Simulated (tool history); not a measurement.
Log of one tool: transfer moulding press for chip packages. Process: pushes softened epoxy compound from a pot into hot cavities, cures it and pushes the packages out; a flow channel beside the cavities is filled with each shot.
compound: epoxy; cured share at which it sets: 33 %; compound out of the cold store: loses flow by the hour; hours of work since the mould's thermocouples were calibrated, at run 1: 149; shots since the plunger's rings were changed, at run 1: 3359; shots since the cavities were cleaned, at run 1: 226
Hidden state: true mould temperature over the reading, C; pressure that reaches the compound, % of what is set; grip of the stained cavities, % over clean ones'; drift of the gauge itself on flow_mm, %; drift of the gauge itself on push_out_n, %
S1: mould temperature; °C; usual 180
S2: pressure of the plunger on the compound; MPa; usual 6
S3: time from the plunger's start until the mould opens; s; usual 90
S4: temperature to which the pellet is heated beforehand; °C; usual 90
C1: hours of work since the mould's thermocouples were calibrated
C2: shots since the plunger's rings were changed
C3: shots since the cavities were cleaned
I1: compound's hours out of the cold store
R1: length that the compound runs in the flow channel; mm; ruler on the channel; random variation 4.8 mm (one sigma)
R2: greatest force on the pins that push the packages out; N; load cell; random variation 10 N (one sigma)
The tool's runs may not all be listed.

Run 1, day 0: usual settings; C1 149; C2 3359; C3 226; I1 46. Result: R1 573 mm, R2 471 N.
At day 1.088: cavities cleaned with cleaning compound and waxed.
At day 3.238: cavities cleaned with cleaning compound and waxed.
Run 2, day 3.792: usual settings; C1 194; C2 4333; C3 147; I1 35.7. Result: R1 605 mm, R2 478 N.
At day 5.225: cavities cleaned with cleaning compound and waxed.
At day 7.192: cavities cleaned with cleaning compound and waxed.
Run 3, day 7.283: usual settings; C1 235; C2 5229; C3 25; I1 10.2. Result: R1 678 mm, R2 496 N.
At day 9.304: cavities cleaned with cleaning compound and waxed.
Run 4, day 9.858: usual settings; C1 266; C2 5896; C3 147; I1 16. Result: R1 654 mm, R2 496 N.
At day 11.238: cavities cleaned with cleaning compound and waxed.
At day 12.512: plunger's sealing rings changed.
At day 13.329: cavities cleaned with cleaning compound and waxed.
Run 5, day 13.583: usual settings but S3 128 s; C1 308; C2 268; C3 67; I1 43.9. Result: R1 592 mm, R2 432 N.
At day 15.229: cavities cleaned with cleaning compound and waxed.
Run 6, day 15.812: usual settings; C1 335; C2 844; C3 155; I1 35.2. Result: R1 619 mm, R2 499 N.
At day 17.246: cavities cleaned with cleaning compound and waxed.
At day 19.417: cavities cleaned with cleaning compound and waxed.
Run 7, day 19.438: usual settings; C1 378; C2 1774; C3 5; I1 16.8. Result: R1 658 mm, R2 482 N.
At day 21.629: cavities cleaned with cleaning compound and waxed.
Run 8, day 22.854: usual settings; C1 419; C2 2665; C3 325; I1 11.7. Result: R1 667 mm, R2 511 N.
At day 23.729: cavities cleaned with cleaning compound and waxed.
At day 25.7: cavities cleaned with cleaning compound and waxed.
Run 9, day 26.029: usual settings; C1 456; C2 3476; C3 88; I1 41.7. Result: R1 595 mm, R2 493 N.
At day 27.746: cavities cleaned with cleaning compound and waxed.
At day 29.842: cavities cleaned with cleaning compound and waxed.
Run 10, day 30.096: usual settings but S3 108 s; C1 504; C2 4523; C3 67; I1 20.5. Result: R1 648 mm, R2 430 N.
At day 31.833: cavities cleaned with cleaning compound and waxed.
Run 11, day 33.117: usual settings but S3 108 s; C1 540; C2 5310; C3 341; I1 40.8. Result: R1 589 mm, R2 431 N.
At day 33.933: cavities cleaned with cleaning compound and waxed.
Run 12, day 35.425: usual settings but S3 121 s; C1 568; C2 5907; C3 396; I1 30.3. Result: R1 617 mm, R2 439 N.
At day 35.821: cavities cleaned with cleaning compound and waxed.
At day 37.808: cavities cleaned with cleaning compound and waxed.
At day 38.225: plunger's sealing rings changed.
Run 13, day 39.592: usual settings but S1 185 °C, S2 6.56 MPa, S4 84 °C; C1 616; C2 363; C3 446; I1 22.3. Result: R1 649 mm, R2 438 N.
At day 39.829: cavities cleaned with cleaning compound and waxed.
At day 41.912: cavities cleaned with cleaning compound and waxed.
Run 14, day 43.554: usual settings but S1 173 °C; C1 663; C2 1384; C3 437; I1 28. Result: R1 645 mm, R2 756 N.
At day 43.938: cavities cleaned with cleaning compound and waxed.
Run 15, day 45.296: usual settings but S2 6.37 MPa; C1 683; C2 1829; C3 361; I1 39.5. Result: R1 609 mm, R2 496 N.
At day 45.971: cavities cleaned with cleaning compound and waxed.
At day 47.854: cavities cleaned with cleaning compound and waxed.
Run 16, day 49.325: usual settings but S1 179 °C, S3 72 s, S4 87 °C; C1 731; C2 2867; C3 391; I1 17.9. Result: R1 662 mm, R2 822 N.
At day 49.738: cavities cleaned with cleaning compound and waxed.
Run 17, day 51.075: usual settings but S1 176 °C, S2 4.51 MPa, S3 114 s, S4 93 °C; C1 752; C2 3316; C3 356; I1 41.9. Result: R1 523 mm, R2 478 N.
At day 51.688: cavities cleaned with cleaning compound and waxed.
At day 52.271: mould's thermocouples calibrated.
At day 53.7: cavities cleaned with cleaning compound and waxed.
Run 18, day 53.883: usual settings but S1 176 °C, S2 4.51 MPa, S3 114 s, S4 93 °C; C1 19; C2 4007; C3 50; I1 29.2. Result: R1 551 mm, R2 436 N.
At day 55.746: cavities cleaned with cleaning compound and waxed.
At day 57.842: cavities cleaned with cleaning compound and waxed.
Run 19, day 57.95: usual settings but S1 183 °C, S2 4.89 MPa, S3 114 s, S4 92 °C; C1 67; C2 5055; C3 30; I1 18.5. Result: R1 581 mm, R2 428 N.
At day 59.967: cavities cleaned with cleaning compound and waxed.
Run 20, day 59.967: usual settings but S1 183 °C, S2 4.89 MPa, S3 114 s, S4 92 °C; C1 91; C2 5573; C3 0; I1 41. Result: R1 519 mm, R2 425 N.

Forecast run 21:
At day 62.104: cavities cleaned with cleaning compound and waxed.
Run 21, day 63.471: usual settings but S1 173 °C, S2 4.89 MPa, S3 121 s, S4 100 °C; C1 133; C2 6488; C3 363; I1 10.9. Result: R1 ?, R2 ?.

Run 21 gave R1 633 mm, R2 487 N.
Without the tool's hidden state the same run would have given R1 635 mm, R2 481 N.
